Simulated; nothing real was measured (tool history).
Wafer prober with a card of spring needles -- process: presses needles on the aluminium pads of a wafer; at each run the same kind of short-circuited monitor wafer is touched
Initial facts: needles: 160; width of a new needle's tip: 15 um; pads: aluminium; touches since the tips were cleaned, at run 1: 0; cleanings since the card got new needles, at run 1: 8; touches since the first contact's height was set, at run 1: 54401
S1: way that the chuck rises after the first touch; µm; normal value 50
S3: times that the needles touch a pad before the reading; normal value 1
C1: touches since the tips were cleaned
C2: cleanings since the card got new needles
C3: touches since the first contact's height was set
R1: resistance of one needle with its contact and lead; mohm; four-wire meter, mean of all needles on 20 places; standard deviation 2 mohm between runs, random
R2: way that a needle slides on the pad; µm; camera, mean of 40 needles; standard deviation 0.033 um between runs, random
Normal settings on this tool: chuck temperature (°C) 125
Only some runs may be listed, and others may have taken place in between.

{"run": 1, "hour": 0.0, "S1": 50, "chuck temperature (°C)": 125, "S3": 1, "C1": 0, "C2": 8, "C3": 54401, "R1": 225, "R2": 7.28}
{"run": 2, "hour": 8.4, "S1": 50, "chuck temperature (°C)": 125, "S3": 1, "C1": 1440, "C2": 8, "C3": 55841, "R1": 238, "R2": 7.28}
{"run": 3, "hour": 16.7, "S1": 50, "chuck temperature (°C)": 125, "S3": 2, "C1": 2876, "C2": 8, "C3": 57277, "R1": 235, "R2": 7.31}
{"run": 4, "hour": 26.9, "S1": 50, "chuck temperature (°C)": 125, "S3": 1, "C1": 4615, "C2": 8, "C3": 59016, "R1": 255, "R2": 7.31}
{"run": 5, "hour": 33.9, "S1": 50, "chuck temperature (°C)": 125, "S3": 1, "C1": 5825, "C2": 8, "C3": 60226, "R1": 259, "R2": 7.3}
{"hour": 34.6, "done": "tips cleaned on abrasive film"}
{"run": 6, "hour": 44.5, "S1": 50, "chuck temperature (°C)": 35, "S3": 1, "C1": 1697, "C2": 9, "C3": 62032, "R1": 220, "R2": 7.28}
{"run": 7, "hour": 52.6, "S1": 50, "chuck temperature (°C)": 111, "S3": 1, "C1": 3091, "C2": 9, "C3": 63426, "R1": 247, "R2": 7.27}
{"run": 8, "hour": 57.6, "S1": 50, "chuck temperature (°C)": 111, "S3": 1, "C1": 3951, "C2": 9, "C3": 64286, "R1": 249, "R2": 7.34}
{"run": 9, "hour": 62.6, "S1": 50, "chuck temperature (°C)": 111, "S3": 1, "C1": 4809, "C2": 9, "C3": 65144, "R1": 255, "R2": 7.29}
{"hour": 68.9, "done": "tips cleaned on abrasive film"}
{"run": 10, "hour": 69.2, "S1": 50, "chuck temperature (°C)": 125, "S3": 1, "C1": 49, "C2": 10, "C3": 66253, "R1": 220, "R2": 7.22}
{"run": 11, "hour": 74.2, "S1": 50, "chuck temperature (°C)": 125, "S3": 1, "C1": 906, "C2": 10, "C3": 67110, "R1": 227, "R2": 7.26}
{"run": 12, "hour": 81.3, "S1": 50, "chuck temperature (°C)": 125, "S3": 1, "C1": 2133, "C2": 10, "C3": 68337, "R1": 244, "R2": 7.21}
{"run": 13, "hour": 91.2, "S1": 50, "chuck temperature (°C)": 125, "S3": 1, "C1": 3836, "C2": 10, "C3": 70040, "R1": 251, "R2": 7.28}
{"run": 14, "hour": 102.0, "S1": 37, "chuck temperature (°C)": 125, "S3": 1, "C1": 5693, "C2": 10, "C3": 71897, "R1": 294, "R2": 5.35}
{"hour": 103.1, "done": "tips cleaned on abrasive film"}
{"run": 15, "hour": 110.5, "S1": 50, "chuck temperature (°C)": 61, "S3": 1, "C1": 1272, "C2": 11, "C3": 73343, "R1": 222, "R2": 7.2}
{"run": 16, "hour": 116.6, "S1": 50, "chuck temperature (°C)": 61, "S3": 1, "C1": 2315, "C2": 11, "C3": 74386, "R1": 232, "R2": 7.28}
{"run": 17, "hour": 127.1, "S1": 50, "chuck temperature (°C)": 61, "S3": 1, "C1": 4123, "C2": 11, "C3": 76194, "R1": 241, "R2": 7.25}
{"run": 18, "hour": 133.3, "S1": 50, "chuck temperature (°C)": 61, "S3": 1, "C1": 5192, "C2": 11, "C3": 77263, "R1": 250, "R2": 7.25}
{"hour": 137.3, "done": "tips cleaned on abrasive film"}
{"run": 19, "hour": 144.2, "S1": 50, "chuck temperature (°C)": 61, "S3": 1, "C1": 1178, "C2": 12, "C3": 79114, "R1": 219, "R2": 7.21}
{"run": 20, "hour": 151.7, "S1": 50, "chuck temperature (°C)": 61, "S3": 1, "C1": 2475, "C2": 12, "C3": 80411, "R1": 234, "R2": 7.25}
{"run": 21, "hour": 161.3, "S1": 55, "chuck temperature (°C)": 125, "S3": 1, "C1": 4114, "C2": 12, "C3": 82050, "R1": 243, "R2": 7.97}
{"run": 22, "hour": 169.7, "S1": 50, "chuck temperature (°C)": 32, "S3": 2, "C1": 5566, "C2": 12, "C3": 83502, "R1": 226, "R2": 7.19}
{"hour": 172.1, "done": "tips cleaned on abrasive film"}
{"run": 23, "hour": 180.0, "S1": 62, "chuck temperature (°C)": 32, "S3": 3, "C1": 1365, "C2": 13, "C3": 85256, "R1": 200, "R2": 8.96}
{"run": 24, "hour": 185.7, "S1": 43, "chuck temperature (°C)": 125, "S3": 1, "C1": 2336, "C2": 13, "C3": 86227, "R1": 253, "R2": 6.17}
{"run": 25, "hour": 192.7, "S1": 63, "chuck temperature (°C)": 46, "S3": 2, "C1": 3538, "C2": 13, "C3": 87429, "R1": 214, "R2": 9.16}
{"run": 26, "hour": 200.2, "S1": 40, "chuck temperature (°C)": 115, "S3": 2, "C1": 4835, "C2": 13, "C3": 88726, "R1": 252, "R2": 5.81}
{"hour": 206.5, "done": "tips cleaned on abrasive film"}
{"run": 27, "hour": 210.5, "S1": 40, "chuck temperature (°C)": 115, "S3": 2, "C1": 692, "C2": 14, "C3": 90475, "R1": 233, "R2": 5.67}
{"run": 28, "hour": 215.9, "S1": 35, "chuck temperature (°C)": 115, "S3": 2, "C1": 1624, "C2": 14, "C3": 91407, "R1": 248, "R2": 5.01}
{"run": 29, "hour": 224.1, "S1": 35, "chuck temperature (°C)": 115, "S3": 2, "C1": 3030, "C2": 14, "C3": 92813, "R1": 259, "R2": 5.0}
{"run": 30, "hour": 232.1, "S1": 35, "chuck temperature (°C)": 115, "S3": 2, "C1": 4399, "C2": 14, "C3": 94182, "R1": 270, "R2": 5.03}
{"hour": 240.9, "done": "tips cleaned on abrasive film"}
{"run": 31, "hour": 240.9, "S1": 56, "chuck temperature (°C)": 46, "S3": 1, "C1": 0, "C2": 15, "C3": 95675, "R1": 204, "R2": 8.06}
{"run": 32, "hour": 249.4, "S1": 50, "chuck temperature (°C)": 42, "S3": 3, "C1": 1464, "C2": 15, "C3": 97139, "R1": 202, "R2": 7.17}
{"run": 33, "hour": 260.6, "S1": 41, "chuck temperature (°C)": 125, "S3": 3, "C1": 3396, "C2": 15, "C3": 99071, "R1": 238, "R2": 5.92}
{"run": 34, "hour": 268.8, "S1": 37, "chuck temperature (°C)": 42, "S3": 3, "C1": 4806, "C2": 15, "C3": 100481, "R1": 235, "R2": 5.25}
{"hour": 275.1, "done": "tips cleaned on abrasive film"}
{"run": 35, "hour": 275.4, "S1": 46, "chuck temperature (°C)": 30, "S3": 2, "C1": 48, "C2": 16, "C3": 101594, "R1": 201, "R2": 6.6}

What would each run have given without the hidden state, its run-to-run variation left as it was?
The tool's hidden condition here consists of: debris on the tips, nm; way that the needles fall short of the set height, um; tips' diameter, um; drift of the gauge itself on contact_mohm, %; drift of the gauge itself on scrub_um, %.
run=1 R1=221 R2=7.38
run=2 R1=218 R2=7.39
run=3 R1=217 R2=7.42
run=4 R1=218 R2=7.42
run=5 R1=218 R2=7.41
run=6 R1=196 R2=7.40
run=7 R1=215 R2=7.39
run=8 R1=213 R2=7.46
run=9 R1=216 R2=7.41
run=10 R1=216 R2=7.35
run=11 R1=214 R2=7.39
run=12 R1=219 R2=7.34
run=13 R1=216 R2=7.41
run=14 R1=225 R2=5.48
run=15 R1=202 R2=7.34
run=16 R1=203 R2=7.42
run=17 R1=201 R2=7.40
run=18 R1=206 R2=7.39
run=19 R1=200 R2=7.37
run=20 R1=204 R2=7.40
run=21 R1=213 R2=8.12
run=22 R1=197 R2=7.35
run=23 R1=194 R2=9.12
run=24 R1=217 R2=6.34
run=25 R1=198 R2=9.32
run=26 R1=216 R2=5.97
run=27 R1=220 R2=5.85
run=28 R1=221 R2=5.19
run=29 R1=222 R2=5.18
run=30 R1=224 R2=5.21
run=31 R1=202 R2=8.25
run=32 R1=194 R2=7.36
run=33 R1=220 R2=6.11
run=34 R1=206 R2=5.44
run=35 R1=197 R2=6.80
